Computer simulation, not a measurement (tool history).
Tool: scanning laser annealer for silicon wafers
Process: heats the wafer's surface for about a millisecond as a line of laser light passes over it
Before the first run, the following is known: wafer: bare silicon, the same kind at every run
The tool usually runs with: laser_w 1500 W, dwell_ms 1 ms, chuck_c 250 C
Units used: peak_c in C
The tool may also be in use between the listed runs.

| run | hour | laser_w | dwell_ms | chuck_c | peak_c |
|---|---|---|---|---|---|
| 1 | 0 | 1500 | 1 | 250 | 938 |
| 2 | 50.5 | 1500 | 1 | 250 | 932 |
| 3 | 107.7 | 1500 | 0.77 | 250 | 834 |
|  | 132.4 | window over the wafer cleaned |
| 4 | 186.4 | 1500 | 1.22 | 250 | 1058 |
| 5 | 253.2 | 1500 | 1.22 | 250 | 1054 |
| 6 | 290.5 | 1500 | 1.22 | 250 | 1049 |
| 7 | 338.7 | 1500 | 1.22 | 250 | 1042 |
| 8 | 421.6 | 1500 | 1.22 | 250 | 1036 |
| 9 | 484.4 | 1500 | 1.22 | 250 | 1031 |
| 10 | 520.3 | 1500 | 1.22 | 250 | 1027 |
| 11 | 580.8 | 1500 | 1 | 262 | 947 |
| 12 | 655.7 | 1500 | 1 | 262 | 942 |
|  | 696.9 | window over the wafer cleaned |
| 13 | 714.6 | 1500 | 1 | 261 | 982 |
| 14 | 796.4 | 1500 | 1 | 250 | 960 |
| 15 | 839.2 | 1500 | 0.95 | 250 | 937 |
| 16 | 900.7 | 1500 | 0.95 | 250 | 931 |
| 17 | 939.1 | 1280 | 1 | 250 | 825 |
|  | 946 | laser's power meter calibrated |
| 18 | 1017.1 | 1393 | 0.74 | 228 | 755 |
| 19 | 1059.7 | 1500 | 1.21 | 250 | 1021 |
| 20 | 1131.7 | 1500 | 0.99 | 250 | 931 |
| 21 | 1203.9 | 1500 | 0.99 | 250 | 919 |
| 22 | 1254.6 | 1500 | 0.86 | 274 | 887 |
|  | 1264 | window over the wafer cleaned |
|  | 1271.8 | laser's power meter calibrated, once more |
| 23 | 1333.5 | 1500 | 0.86 | 274 | 928 |
| 24 | 1383.9 | 1500 | 0.86 | 274 | 922 |
| 25 | 1428.6 | 1500 | 0.86 | 274 | 922 |
| 26 | 1484.9 | 1365 | 0.86 | 274 | 842 |
| 27 | 1566.5 | 1365 | 0.86 | 274 | 838 |
| 28 | 1623.9 | 1328 | 0.77 | 250 | 761 |
| 29 | 1678.2 | 1278 | 1.01 | 217 | 781 |
|  | 1707.5 | optics aligned, line set to its width |
| 30 | 1754.3 | 1278 | 1.01 | 217 | 785 |

Each row is a separate what-if for the run after 30, all from the same tool condition, not one after another. Results?
| A | 1791.1 | 1278 | 0.77 | 254 | ? |
| B | 1791.1 | 1421 | 0.79 | 217 | ? |
| C | 1791.1 | 1612 | 1 | 250 | ? |

| run | peak_c |
|---|---|
| A | 736 |
| B | 777 |
| C | 1005 |
Take away the tool's hidden state, keep each run's random variation, and the runs would have read:
| run | peak_c |
|---|---|
| A | 768 |
| B | 814 |
| C | 1055 |

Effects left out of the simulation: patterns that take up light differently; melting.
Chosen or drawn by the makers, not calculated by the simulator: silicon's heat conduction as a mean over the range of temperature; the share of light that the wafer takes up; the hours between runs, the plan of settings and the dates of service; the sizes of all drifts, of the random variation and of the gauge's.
